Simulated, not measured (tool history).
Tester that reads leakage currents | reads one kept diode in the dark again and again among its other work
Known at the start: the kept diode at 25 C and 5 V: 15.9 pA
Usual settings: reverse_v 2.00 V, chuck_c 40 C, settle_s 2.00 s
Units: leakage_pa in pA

run 1 day=0.000 | reverse_v=2.00 chuck_c=40 settle_s=2.00 | leakage_pa=52.32
run 2 day=1.792 | reverse_v=2.00 chuck_c=40 settle_s=2.00 | leakage_pa=52.43
run 3 day=3.688 | reverse_v=2.00 chuck_c=40 settle_s=2.00 | leakage_pa=52.51
-- day=5.308 chuck's temperature calibrated
run 4 day=5.567 | reverse_v=2.00 chuck_c=40 settle_s=2.00 | leakage_pa=47.59
run 5 day=7.629 | reverse_v=2.00 chuck_c=40 settle_s=2.00 | leakage_pa=47.57
run 6 day=10.304 | reverse_v=2.00 chuck_c=40 settle_s=2.00 | leakage_pa=47.78
run 7 day=12.954 | reverse_v=2.00 chuck_c=40 settle_s=2.00 | leakage_pa=48.03
run 8 day=16.408 | reverse_v=2.00 chuck_c=40 settle_s=2.00 | leakage_pa=48.45
run 9 day=19.008 | reverse_v=2.00 chuck_c=28 settle_s=2.00 | leakage_pa=17.57
run 10 day=20.538 | reverse_v=2.00 chuck_c=53 settle_s=2.00 | leakage_pa=142.80
run 11 day=23.404 | reverse_v=2.00 chuck_c=41 settle_s=2.00 | leakage_pa=53.45
run 12 day=26.108 | reverse_v=2.00 chuck_c=41 settle_s=2.00 | leakage_pa=53.82
run 13 day=29.258 | reverse_v=2.00 chuck_c=41 settle_s=2.00 | leakage_pa=53.73
run 14 day=30.904 | reverse_v=2.00 chuck_c=41 settle_s=2.00 | leakage_pa=53.95
run 15 day=33.517 | reverse_v=2.00 chuck_c=24 settle_s=2.00 | leakage_pa=13.45
run 16 day=36.725 | reverse_v=2.00 chuck_c=24 settle_s=2.00 | leakage_pa=13.68
run 17 day=40.138 | reverse_v=2.00 chuck_c=24 settle_s=2.00 | leakage_pa=13.73
run 18 day=43.042 | reverse_v=2.00 chuck_c=24 settle_s=2.00 | leakage_pa=13.92
run 19 day=45.833 | reverse_v=2.00 chuck_c=24 settle_s=2.00 | leakage_pa=14.12
run 20 day=48.779 | reverse_v=6.73 chuck_c=40 settle_s=2.00 | leakage_pa=87.51
-- day=49.158 probe card cleaned and baked
run 21 day=51.725 | reverse_v=6.73 chuck_c=40 settle_s=2.00 | leakage_pa=90.33
run 22 day=54.833 | reverse_v=6.72 chuck_c=30 settle_s=9.51 | leakage_pa=45.16
run 23 day=57.096 | reverse_v=6.72 chuck_c=30 settle_s=9.51 | leakage_pa=45.55
run 24 day=59.383 | reverse_v=6.72 chuck_c=30 settle_s=9.51 | leakage_pa=46.17
-- day=62.325 probe card cleaned and baked, once more
run 25 day=62.325 | reverse_v=2.17 chuck_c=36 settle_s=5.11 | leakage_pa=34.96
run 26 day=65.217 | reverse_v=1.63 chuck_c=40 settle_s=3.63 | leakage_pa=45.15
run 27 day=67.650 | reverse_v=2.00 chuck_c=40 settle_s=0.84 | leakage_pa=49.33
run 28 day=70.438 | reverse_v=13.78 chuck_c=24 settle_s=2.00 | leakage_pa=26.57
run 29 day=72.600 | reverse_v=3.12 chuck_c=26 settle_s=0.42 | leakage_pa=17.62
run 30 day=74.562 | reverse_v=15.65 chuck_c=38 settle_s=3.75 | leakage_pa=93.98
run 31 day=77.292 | reverse_v=12.90 chuck_c=50 settle_s=2.40 | leakage_pa=239.65
run 32 day=79.479 | reverse_v=15.83 chuck_c=53 settle_s=0.34 | leakage_pa=333.88
run 33 day=81.842 | reverse_v=10.69 chuck_c=43 settle_s=0.43 | leakage_pa=128.72

Forecast run 34:
run 34 day=83.975 | reverse_v=4.30 chuck_c=43 settle_s=0.73 | leakage_pa=?

Run 34 gave leakage_pa 89.13 pA.
Without the tool's hidden state the same run would have given leakage_pa 79.85 pA.
